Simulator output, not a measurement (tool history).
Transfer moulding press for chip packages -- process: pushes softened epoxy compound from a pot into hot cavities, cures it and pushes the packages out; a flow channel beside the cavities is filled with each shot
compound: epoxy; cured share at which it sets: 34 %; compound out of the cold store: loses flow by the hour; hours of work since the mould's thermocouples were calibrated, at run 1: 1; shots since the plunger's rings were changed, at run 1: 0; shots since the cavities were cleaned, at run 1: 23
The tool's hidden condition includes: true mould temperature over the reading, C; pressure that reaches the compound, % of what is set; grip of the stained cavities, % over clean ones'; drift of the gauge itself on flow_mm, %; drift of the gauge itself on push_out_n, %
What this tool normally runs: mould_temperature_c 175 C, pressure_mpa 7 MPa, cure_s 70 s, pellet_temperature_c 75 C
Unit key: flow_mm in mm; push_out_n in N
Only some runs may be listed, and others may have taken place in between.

run,day,mould_temperature_c,pressure_mpa,cure_s,pellet_temperature_c,hours of work since the mould's thermocouples were calibrated,shots since the plunger's rings were changed,shots since the cavities were cleaned,incoming compound's hours out of the cold store,flow_mm,push_out_n
1,0,175,7,70,75,1,0,23,41.5,657,468
2,1.075,175,5.42,70,75,17,377,400,17.9,635,720
# day 1.988: cavities cleaned with cleaning compound and waxed
3,2.596,175,5.42,70,75,38,888,214,28.4,601,604
4,3.779,175,7,70,75,56,1303,629,12.3,724,854
# day 4.004: cavities cleaned with cleaning compound and waxed
5,5.296,175,7,70,75,77,1811,452,17.8,710,824
# day 5.979: cavities cleaned with cleaning compound and waxed
6,7.092,175,7,70,75,103,2420,391,30.4,653,766
# day 8.012: cavities cleaned with cleaning compound and waxed
7,8.804,175,7,52,75,127,2998,278,35.1,640,1561
8,9.838,175,7,52,75,142,3359,639,13.6,692,1999
# day 10.125: cavities cleaned with cleaning compound and waxed
# day 12.092: cavities cleaned with cleaning compound and waxed
9,12.362,175,7,52,75,178,4200,94,35.9,627,1236
10,13.95,175,7,52,84,201,4757,651,39.8,603,1658
# day 14.158: cavities cleaned with cleaning compound and waxed
# day 15.271: plunger's sealing rings changed
11,15.271,175,7,52,84,218,0,353,21.9,721,1533
# day 16.279: cavities cleaned with cleaning compound and waxed
12,17.242,175,7,52,84,247,669,337,10,741,1627
# day 18.242: cavities cleaned with cleaning compound and waxed
13,19.488,175,6.87,52,84,279,1434,437,33.5,660,1521
# day 20.271: cavities cleaned with cleaning compound and waxed
14,21.583,175,6.87,52,84,309,2146,460,44.6,611,1536
# day 22.338: cavities cleaned with cleaning compound and waxed
15,23.512,175,6.87,52,84,336,2800,411,28.7,660,1556
# day 24.283: cavities cleaned with cleaning compound and waxed
16,25.962,175,6.87,52,84,372,3637,589,12.1,688,1821
# day 26.283: cavities cleaned with cleaning compound and waxed
17,27.842,182,8.26,52,84,398,4273,545,14.1,728,1214
# day 28.271: cavities cleaned with cleaning compound and waxed
18,29.888,175,7.58,99,75,428,4968,566,29.3,655,510
# day 30.275: mould's thermocouples calibrated
# day 30.338: cavities cleaned with cleaning compound and waxed
# day 30.712: plunger's sealing rings changed
19,31.508,170,7.91,99,79,16,279,374,30.5,750,491
# day 32.492: cavities cleaned with cleaning compound and waxed
20,33.058,170,7.91,99,79,38,799,197,15,777,469
# day 34.571: cavities cleaned with cleaning compound and waxed
21,34.971,177,6.27,99,79,65,1448,140,46.5,584,370
22,36,174,8.43,87,66,80,1809,501,47.6,682,560
# day 36.562: cavities cleaned with cleaning compound and waxed
23,37.238,174,8.43,87,66,98,2221,237,35.3,720,474
# day 38.567: cavities cleaned with cleaning compound and waxed
24,38.721,175,6.33,70,76,118,2718,54,37.9,608,519
25,39.917,178,8.44,70,75,136,3138,474,13.9,766,672
# day 40.5: cavities cleaned with cleaning compound and waxed
26,41.467,178,7,70,84,158,3659,339,46.5,598,563
# day 42.521: cavities cleaned with cleaning compound and waxed
27,43.304,178,7,70,84,184,4280,274,33.7,632,571

What if the next run were any one of these 4? Each begins from the tool's condition after run 27:
# day 44.508: cavities cleaned with cleaning compound and waxed
A,44.942,175,7,67,68,208,4833,152,37.3,?,?
# day 44.508: cavities cleaned with cleaning compound and waxed
B,44.942,178,7,70,70,208,4833,152,42,?,?
# day 44.508: cavities cleaned with cleaning compound and waxed
C,44.942,175,7,52,76,208,4833,152,10.4,?,?
# day 44.508: cavities cleaned with cleaning compound and waxed
D,44.942,175,7,70,67,208,4833,152,15.7,?,?

run,flow_mm,push_out_n
A,628,690
B,604,511
C,688,1472
D,666,660
Had the tool no hidden state, the same runs would have come out as:
run,flow_mm,push_out_n
A,687,543
B,661,403
C,753,1163
D,729,522

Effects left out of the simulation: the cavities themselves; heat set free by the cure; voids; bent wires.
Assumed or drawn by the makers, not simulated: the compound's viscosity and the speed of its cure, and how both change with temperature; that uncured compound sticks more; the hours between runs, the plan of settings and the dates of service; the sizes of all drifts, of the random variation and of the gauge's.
